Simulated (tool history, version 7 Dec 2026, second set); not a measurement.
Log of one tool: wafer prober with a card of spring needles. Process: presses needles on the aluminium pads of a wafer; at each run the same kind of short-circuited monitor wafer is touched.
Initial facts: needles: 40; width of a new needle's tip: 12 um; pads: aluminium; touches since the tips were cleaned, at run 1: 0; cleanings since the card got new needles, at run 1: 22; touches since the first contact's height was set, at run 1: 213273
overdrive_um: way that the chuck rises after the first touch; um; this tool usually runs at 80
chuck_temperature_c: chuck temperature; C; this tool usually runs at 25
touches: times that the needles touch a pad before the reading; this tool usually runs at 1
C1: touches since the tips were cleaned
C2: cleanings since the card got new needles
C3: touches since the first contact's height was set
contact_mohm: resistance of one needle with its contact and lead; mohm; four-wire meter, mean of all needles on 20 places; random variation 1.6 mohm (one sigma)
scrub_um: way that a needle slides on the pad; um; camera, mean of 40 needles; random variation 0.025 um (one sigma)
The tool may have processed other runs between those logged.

run 1 hour=0.0 | overdrive_um=80 chuck_temperature_c=25 touches=1 | C1=0 C2=22 C3=213273 | contact_mohm=162 scrub_um=20.81
run 2 hour=25.4 | overdrive_um=80 chuck_temperature_c=113 touches=1 | C1=3708 C2=22 C3=216981 | contact_mohm=179 scrub_um=20.83
-- hour=38.9 height of the first contact set anew
-- hour=58.1 tips cleaned on abrasive film
run 3 hour=58.5 | overdrive_um=80 chuck_temperature_c=25 touches=2 | C1=47 C2=23 C3=2839 | contact_mohm=158 scrub_um=20.88
run 4 hour=105.2 | overdrive_um=80 chuck_temperature_c=25 touches=2 | C1=6865 C2=23 C3=9657 | contact_mohm=161 scrub_um=20.92
-- hour=118.5 tips cleaned on abrasive film
run 5 hour=126.7 | overdrive_um=80 chuck_temperature_c=25 touches=2 | C1=1208 C2=24 C3=12787 | contact_mohm=160 scrub_um=20.97
run 6 hour=164.3 | overdrive_um=80 chuck_temperature_c=33 touches=1 | C1=6694 C2=24 C3=18273 | contact_mohm=163 scrub_um=20.99
-- hour=179.9 tips cleaned on abrasive film
run 7 hour=191.1 | overdrive_um=80 chuck_temperature_c=33 touches=1 | C1=1632 C2=25 C3=22164 | contact_mohm=166 scrub_um=21.05
run 8 hour=232.4 | overdrive_um=80 chuck_temperature_c=25 touches=1 | C1=7665 C2=25 C3=28197 | contact_mohm=160 scrub_um=21.08
-- hour=239.4 tips cleaned on abrasive film
run 9 hour=269.9 | overdrive_um=80 chuck_temperature_c=25 touches=1 | C1=4440 C2=26 C3=33644 | contact_mohm=162 scrub_um=21.04
-- hour=299.2 tips cleaned on abrasive film
run 10 hour=322.6 | overdrive_um=80 chuck_temperature_c=65 touches=1 | C1=3421 C2=27 C3=41332 | contact_mohm=171 scrub_um=21.14
-- hour=357.4 tips cleaned on abrasive film
run 11 hour=358.9 | overdrive_um=80 chuck_temperature_c=65 touches=1 | C1=214 C2=28 C3=46607 | contact_mohm=166 scrub_um=21.21
run 12 hour=381.9 | overdrive_um=80 chuck_temperature_c=65 touches=1 | C1=3576 C2=28 C3=49969 | contact_mohm=167 scrub_um=21.13
-- hour=414.6 tips cleaned on abrasive film
run 13 hour=423.0 | overdrive_um=80 chuck_temperature_c=25 touches=1 | C1=1224 C2=29 C3=55949 | contact_mohm=162 scrub_um=21.18
run 14 hour=471.2 | overdrive_um=80 chuck_temperature_c=25 touches=1 | C1=8264 C2=29 C3=62989 | contact_mohm=165 scrub_um=21.26
-- hour=475.4 tips cleaned on abrasive film
run 15 hour=516.3 | overdrive_um=80 chuck_temperature_c=25 touches=1 | C1=5968 C2=30 C3=69551 | contact_mohm=164 scrub_um=21.30
-- hour=534.5 tips cleaned on abrasive film
run 16 hour=561.2 | overdrive_um=80 chuck_temperature_c=25 touches=1 | C1=3891 C2=31 C3=76082 | contact_mohm=160 scrub_um=21.38
run 17 hour=584.0 | overdrive_um=80 chuck_temperature_c=25 touches=1 | C1=7226 C2=31 C3=79417 | contact_mohm=163 scrub_um=21.33
-- hour=593.6 tips cleaned on abrasive film
run 18 hour=619.2 | overdrive_um=99 chuck_temperature_c=98 touches=1 | C1=3748 C2=32 C3=84543 | contact_mohm=176 scrub_um=26.45
run 19 hour=643.1 | overdrive_um=80 chuck_temperature_c=26 touches=2 | C1=7227 C2=32 C3=88022 | contact_mohm=160 scrub_um=21.39
-- hour=651.4 tips cleaned on abrasive film
run 20 hour=693.7 | overdrive_um=69 chuck_temperature_c=34 touches=1 | C1=6164 C2=33 C3=95389 | contact_mohm=165 scrub_um=18.49
-- hour=710.7 tips cleaned on abrasive film
-- hour=727.3 gauge calibrated
run 21 hour=736.2 | overdrive_um=90 chuck_temperature_c=34 touches=2 | C1=3711 C2=34 C3=101576 | contact_mohm=166 scrub_um=23.46
run 22 hour=759.5 | overdrive_um=90 chuck_temperature_c=34 touches=2 | C1=7116 C2=34 C3=104981 | contact_mohm=164 scrub_um=23.47
-- hour=768.2 tips cleaned on abrasive film
run 23 hour=809.4 | overdrive_um=87 chuck_temperature_c=96 touches=1 | C1=6019 C2=35 C3=112252 | contact_mohm=177 scrub_um=22.72
-- hour=828.4 tips cleaned on abrasive film
run 24 hour=862.1 | overdrive_um=87 chuck_temperature_c=96 touches=1 | C1=4921 C2=36 C3=119925 | contact_mohm=176 scrub_um=22.81
-- hour=886.9 tips cleaned on abrasive film
run 25 hour=908.6 | overdrive_um=87 chuck_temperature_c=96 touches=1 | C1=3174 C2=37 C3=126703 | contact_mohm=176 scrub_um=22.84
-- hour=944.3 tips cleaned on abrasive film
run 26 hour=950.6 | overdrive_um=80 chuck_temperature_c=25 touches=2 | C1=917 C2=38 C3=132810 | contact_mohm=160 scrub_um=21.05
run 27 hour=982.0 | overdrive_um=75 chuck_temperature_c=45 touches=2 | C1=5503 C2=38 C3=137396 | contact_mohm=164 scrub_um=19.73
-- hour=1005.4 tips cleaned on abrasive film
run 28 hour=1030.8 | overdrive_um=75 chuck_temperature_c=45 touches=3 | C1=3699 C2=39 C3=144499 | contact_mohm=168 scrub_um=19.73
run 29 hour=1057.4 | overdrive_um=80 chuck_temperature_c=25 touches=1 | C1=7577 C2=39 C3=148377 | contact_mohm=160 scrub_um=21.14
-- hour=1062.9 tips cleaned on abrasive film
run 30 hour=1080.1 | overdrive_um=95 chuck_temperature_c=122 touches=3 | C1=2512 C2=40 C3=151682 | contact_mohm=180 scrub_um=25.09
run 31 hour=1113.4 | overdrive_um=95 chuck_temperature_c=122 touches=3 | C1=7377 C2=40 C3=156547 | contact_mohm=182 scrub_um=25.09
-- hour=1122.1 tips cleaned on abrasive film
run 32 hour=1155.4 | overdrive_um=60 chuck_temperature_c=122 touches=2 | C1=4867 C2=41 C3=162659 | contact_mohm=182 scrub_um=15.87
-- hour=1179.2 tips cleaned on abrasive film
run 33 hour=1199.7 | overdrive_um=60 chuck_temperature_c=45 touches=1 | C1=2992 C2=42 C3=169110 | contact_mohm=164 scrub_um=15.92
run 34 hour=1231.3 | overdrive_um=84 chuck_temperature_c=60 touches=2 | C1=7601 C2=42 C3=173719 | contact_mohm=169 scrub_um=22.35

Consider 3 possible next runs. They are alternatives, not a sequence: every one starts from the tool as it was left by run 34. What does each give?
-- hour=1238.4 tips cleaned on abrasive film
run A hour=1254.8 | overdrive_um=94 chuck_temperature_c=60 touches=2 | C1=2399 C2=43 C3=177137 | contact_mohm=? scrub_um=?
-- hour=1238.4 tips cleaned on abrasive film
run B hour=1254.8 | overdrive_um=78 chuck_temperature_c=25 touches=1 | C1=2399 C2=43 C3=177137 | contact_mohm=? scrub_um=?
-- hour=1238.4 tips cleaned on abrasive film
run C hour=1254.8 | overdrive_um=69 chuck_temperature_c=25 touches=2 | C1=2399 C2=43 C3=177137 | contact_mohm=? scrub_um=?

run=A contact_mohm=168 scrub_um=25.02
run=B contact_mohm=163 scrub_um=20.78
run=C contact_mohm=162 scrub_um=18.36
Without the tool's hidden state the same runs would have given:
run=A contact_mohm=167 scrub_um=24.50
run=B contact_mohm=162 scrub_um=20.35
run=C contact_mohm=162 scrub_um=17.98
